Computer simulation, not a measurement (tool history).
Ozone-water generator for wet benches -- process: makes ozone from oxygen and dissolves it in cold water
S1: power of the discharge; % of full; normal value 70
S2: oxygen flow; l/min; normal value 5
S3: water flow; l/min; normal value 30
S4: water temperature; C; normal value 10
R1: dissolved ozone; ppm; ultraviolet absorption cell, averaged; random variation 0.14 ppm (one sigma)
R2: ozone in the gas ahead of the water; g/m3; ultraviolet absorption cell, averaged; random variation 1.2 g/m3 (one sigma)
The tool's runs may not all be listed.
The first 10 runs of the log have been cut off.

| run | hour | S1 | S2 | S3 | S4 | R1 | R2 |
|---|---|---|---|---|---|---|---|
| 11 | 453.9 | 70 | 5 | 30 | 10 | 14.7 | 216.7 |
| 12 | 504.6 | 70 | 5 | 30 | 10 | 14.6 | 216 |
| 13 | 531.5 | 70 | 5 | 30 | 10 | 14.7 | 215.4 |
| 14 | 578.3 | 70 | 5 | 30 | 10 | 14.6 | 216.7 |
| 15 | 619.1 | 42 | 5 | 30 | 10 | 9.5 | 142.1 |
| 16 | 671.7 | 70 | 5.43 | 30 | 10 | 15.1 | 209.8 |
| 17 | 710.4 | 70 | 5.43 | 30 | 10 | 15.1 | 206.6 |
| 18 | 767.5 | 41 | 3.63 | 23 | 10 | 10.4 | 152.3 |
| 19 | 813.2 | 41 | 3.63 | 23 | 10 | 10.5 | 152 |

Run 20, settings as shown, results not yet in. Your forecast:
| 20 | 860.3 | 82 | 2.75 | 21 | 8 | ? | ? |

R1: 18.2 ppm
R2: 294.7 g/m3
Take away the tool's hidden state, keep the run-to-run variation as it was, and the same run would have given R1 19.8 ppm, R2 306.2 g/m3.
